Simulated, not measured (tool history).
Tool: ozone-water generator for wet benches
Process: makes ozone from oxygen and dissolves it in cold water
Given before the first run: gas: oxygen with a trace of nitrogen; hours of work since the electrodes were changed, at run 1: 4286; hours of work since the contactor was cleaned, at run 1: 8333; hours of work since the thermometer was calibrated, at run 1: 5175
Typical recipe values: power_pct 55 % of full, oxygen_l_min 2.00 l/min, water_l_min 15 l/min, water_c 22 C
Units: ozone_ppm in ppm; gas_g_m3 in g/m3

run,day,power_pct,oxygen_l_min,water_l_min,water_c,hours of work since the electrodes were changed,hours of work since the contactor was cleaned,hours of work since the thermometer was calibrated,ozone_ppm,gas_g_m3
1,0.000,55,2.00,15,22,4286,8333,5175,12.9,169.3
2,3.683,55,2.00,15,22,4372,8420,5262,13.0,167.7
3,8.292,55,2.00,15,22,4481,8528,5370,12.7,171.5
4,10.488,55,2.00,15,22,4532,8580,5422,12.8,172.3
# day 13.642: contactor cleaned
5,14.588,55,1.16,15,22,4625,22,5514,12.3,244.8
6,18.708,55,2.00,15,22,4722,119,5611,12.7,171.6
7,21.262,55,2.00,15,22,4782,179,5671,12.8,170.7
8,24.571,55,2.00,15,22,4860,257,5749,12.8,170.8
9,29.075,55,2.00,15,22,4966,363,5855,12.9,170.0
10,31.638,55,2.00,15,23,5026,423,5915,12.8,170.5
# day 32.229: water thermometer calibrated
11,34.262,55,2.00,15,23,5087,484,48,12.8,172.6
12,37.358,55,2.00,15,23,5160,557,121,12.6,172.6
13,40.138,55,2.00,15,23,5225,623,186,12.9,170.9
14,42.333,55,2.00,15,23,5277,674,238,12.6,172.5
15,44.621,55,2.00,15,23,5331,728,291,12.8,173.2
16,47.958,55,2.00,15,23,5409,806,370,12.9,171.1
17,51.458,66,2.00,15,16,5491,889,452,15.6,199.1
18,54.829,66,2.00,15,16,5571,968,531,15.8,198.1
19,58.775,54,2.00,9,16,5663,1061,624,20.7,170.5
20,61.938,52,1.69,9,18,5738,1135,699,19.7,186.5
21,64.717,55,2.25,15,24,5803,1201,764,12.9,160.6
22,69.071,55,1.07,15,17,5905,1303,866,12.6,263.4
23,73.396,67,2.00,9,22,6007,1405,968,22.5,198.8
24,75.446,55,2.00,12,22,6055,1453,1016,15.5,173.1
25,79.521,55,2.00,12,22,6151,1549,1112,15.7,173.4
26,83.192,87,2.00,15,22,6237,1635,1198,18.3,248.1
27,85.346,45,2.36,13,18,6288,1686,1249,12.9,132.8
28,88.208,45,2.36,13,18,6356,1753,1316,13.2,134.5
29,90.958,85,2.00,15,24,6420,1818,1381,18.0,243.8
# day 92.942: gauge calibrated
30,93.496,85,2.00,15,24,6480,1877,1441,17.4,238.7
31,95.962,55,3.40,15,22,6538,1935,1499,12.6,119.9
32,100.017,55,1.30,19,22,6633,2031,1594,10.1,224.8

Consider 5 possible next runs. They are alternatives, not a sequence: every one starts from the tool as it was left by run 32. What does each give?
A,104.575,50,2.00,15,22,6740,2138,1701,?,?
B,104.575,55,1.30,11,26,6740,2138,1701,?,?
C,104.575,69,1.30,11,22,6740,2138,1701,?,?
D,104.575,55,1.92,19,22,6740,2138,1701,?,?
E,104.575,77,2.72,15,22,6740,2138,1701,?,?

run,ozone_ppm,gas_g_m3
A,12.0,156.4
B,16.3,225.9
C,20.1,268.4
D,10.4,174.3
E,16.6,180.7
Had the tool no hidden state, the same runs would have come out as:
run,ozone_ppm,gas_g_m3
A,12.1,156.0
B,16.3,225.3
C,20.1,267.8
D,10.5,173.9
E,16.6,180.3
